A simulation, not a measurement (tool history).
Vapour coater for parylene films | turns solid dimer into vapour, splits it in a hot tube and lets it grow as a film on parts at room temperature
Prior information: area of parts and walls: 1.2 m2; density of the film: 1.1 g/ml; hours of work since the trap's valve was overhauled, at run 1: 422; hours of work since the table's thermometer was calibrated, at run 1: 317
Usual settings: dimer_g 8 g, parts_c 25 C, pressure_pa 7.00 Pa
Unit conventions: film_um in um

run,day,dimer_g,parts_c,pressure_pa,hours of work since the trap's valve was overhauled,hours of work since the table's thermometer was calibrated,film_um
1,0.000,8,25,7.00,422,317,4.36
2,0.712,8,25,7.00,430,325,4.47
3,1.408,8,25,7.00,437,333,4.42
4,2.125,8,25,7.00,445,341,4.44
5,3.121,8,25,7.00,456,352,4.39
6,3.675,8,25,7.00,463,358,4.44
7,4.179,8,25,7.00,468,363,4.30
8,4.754,4,25,7.00,474,370,2.16
9,5.525,9,25,7.00,483,378,5.01
10,6.308,9,25,7.00,492,387,4.94
11,7.050,9,25,7.00,500,395,5.02
12,7.958,9,25,7.00,510,405,4.96
13,8.733,9,25,7.00,518,414,5.00
14,9.733,10,25,7.00,529,425,5.52
15,10.312,8,25,8.57,536,431,4.17
# day 11.162: trap's valve overhauled
16,11.446,8,25,6.35,3,442,4.51
17,12.067,8,25,6.35,10,449,4.52
18,12.721,8,25,6.35,17,456,4.52
19,13.596,7,25,7.00,27,465,3.86
20,14.333,9,25,7.00,35,474,5.02
21,15.150,9,25,7.00,44,483,5.00
22,15.562,6,25,7.00,49,487,3.36
23,16.067,6,25,7.00,54,493,3.32
24,16.750,8,25,5.92,62,500,4.53
25,17.175,8,25,3.24,66,505,4.99
26,17.950,3,25,7.00,75,513,1.66
27,18.904,3,25,6.70,85,524,1.65
28,19.446,3,35,6.70,91,530,1.29
29,20.088,3,35,6.70,99,537,1.29
30,20.629,4,35,3.03,104,543,1.91
31,21.292,4,35,3.03,112,550,1.97
32,22.004,4,35,3.03,120,558,1.92
33,22.771,9,36,8.69,128,567,3.61
34,23.633,11,30,7.00,138,576,5.39
35,24.408,8,31,4.34,146,585,4.08
36,24.875,3,31,4.34,151,590,1.47
37,25.542,3,31,4.34,159,597,1.51
38,26.321,3,31,4.34,167,606,1.59
39,26.883,3,31,4.34,174,612,1.57
40,27.529,10,18,2.71,181,619,7.40
41,28.279,5,35,4.17,189,628,2.28
42,29.229,5,35,4.17,199,638,2.30
43,30.071,5,36,4.17,209,647,2.23
44,30.858,7,24,7.00,217,656,4.00
45,31.733,7,24,7.00,227,666,4.04
46,32.625,7,24,7.00,237,675,3.95
47,33.425,8,25,2.86,246,684,5.08

3 options for the next run, each taken on its own from the tool as it stands now. Forecast them:
A,34.271,4,24,2.66,255,694,?
B,34.271,8,22,7.00,255,694,?
C,34.271,8,24,7.00,255,694,?

run,film_um
A,2.60
B,4.69
C,4.54
Without the tool's hidden state the same runs would have given:
run,film_um
A,2.60
B,4.70
C,4.54
